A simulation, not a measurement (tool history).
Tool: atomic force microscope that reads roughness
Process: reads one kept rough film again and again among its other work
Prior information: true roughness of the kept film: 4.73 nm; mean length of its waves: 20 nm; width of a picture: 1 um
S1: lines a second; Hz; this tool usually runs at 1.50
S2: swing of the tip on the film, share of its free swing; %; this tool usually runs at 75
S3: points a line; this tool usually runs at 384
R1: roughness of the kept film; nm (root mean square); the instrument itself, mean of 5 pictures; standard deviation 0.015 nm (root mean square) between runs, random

run,hour,S1,S2,S3,R1
1,0.0,1.50,75,384,2.781
2,16.4,1.50,87,384,2.508
3,36.6,1.50,75,384,2.478
# hour 47.6: new tip fitted
4,61.1,1.50,75,384,3.279
5,81.6,1.50,75,384,3.020
6,94.4,1.50,75,384,2.919
7,126.5,1.50,75,384,2.594
# hour 151.6: new tip fitted
8,153.6,1.50,75,969,3.507
9,181.9,1.50,75,969,3.116
10,202.6,1.50,75,969,2.885
11,221.1,1.50,75,969,2.697
12,239.1,1.50,75,969,2.536
# hour 256.6: new tip fitted
13,270.9,1.50,62,384,3.420
14,301.0,1.50,62,384,3.043
15,322.5,1.50,62,384,2.847
16,346.1,1.50,75,481,2.549
# hour 360.3: new tip fitted
17,363.2,1.50,75,384,3.357
18,388.5,1.50,75,384,3.029
19,413.3,1.50,75,384,2.812
20,444.1,1.50,75,384,2.578
# hour 463.2: new tip fitted
21,468.5,1.87,75,384,3.348
22,499.5,1.87,75,384,2.985
# hour 503.0: height scale calibrated on a step standard
23,519.9,1.87,75,384,2.797
24,542.0,1.87,75,384,2.582
25,564.1,1.87,75,384,2.446
# hour 569.8: new tip fitted
26,580.3,1.50,75,384,3.291
27,611.5,1.40,78,384,2.914
28,636.8,1.40,78,384,2.676
29,662.8,0.84,75,371,2.576
# hour 675.7: new tip fitted
# hour 685.3: height scale calibrated on a step standard, once more
30,693.7,1.44,55,670,3.466
31,710.9,0.71,75,677,3.199
32,727.1,0.71,75,677,3.036
33,744.0,2.29,85,831,2.440
34,758.6,0.80,85,287,2.581
# hour 780.4: new tip fitted
35,789.9,2.62,87,314,2.817
36,809.2,2.62,87,314,2.592
37,839.2,2.62,87,314,2.360
38,858.1,0.52,62,522,2.825
39,882.0,0.97,63,747,2.617
# hour 884.0: new tip fitted
40,907.4,2.32,66,448,3.172
41,927.7,2.32,66,448,2.961
42,956.5,2.32,66,448,2.691
43,971.2,2.32,66,448,2.559
# hour 988.5: new tip fitted
44,995.0,0.84,61,353,3.584
45,1015.9,1.50,77,425,3.084
46,1045.5,1.50,67,384,2.873
47,1069.2,2.76,59,628,2.694
48,1091.1,0.55,65,566,2.648
# hour 1093.9: new tip fitted
49,1113.7,0.55,65,566,3.418
50,1144.5,0.55,65,566,3.057
51,1172.9,1.50,75,384,2.600

3 options for the next run, each taken on its own from the tool as it stands now. Forecast them:
A,1189.3,1.50,74,290,?
B,1189.3,1.15,89,784,?
C,1189.3,0.54,75,384,?

run,R1
A,2.461
B,2.427
C,2.635
With the hidden condition removed and each run's random variation left untouched, the same runs would have given:
run,R1
A,3.451
B,3.401
C,3.692
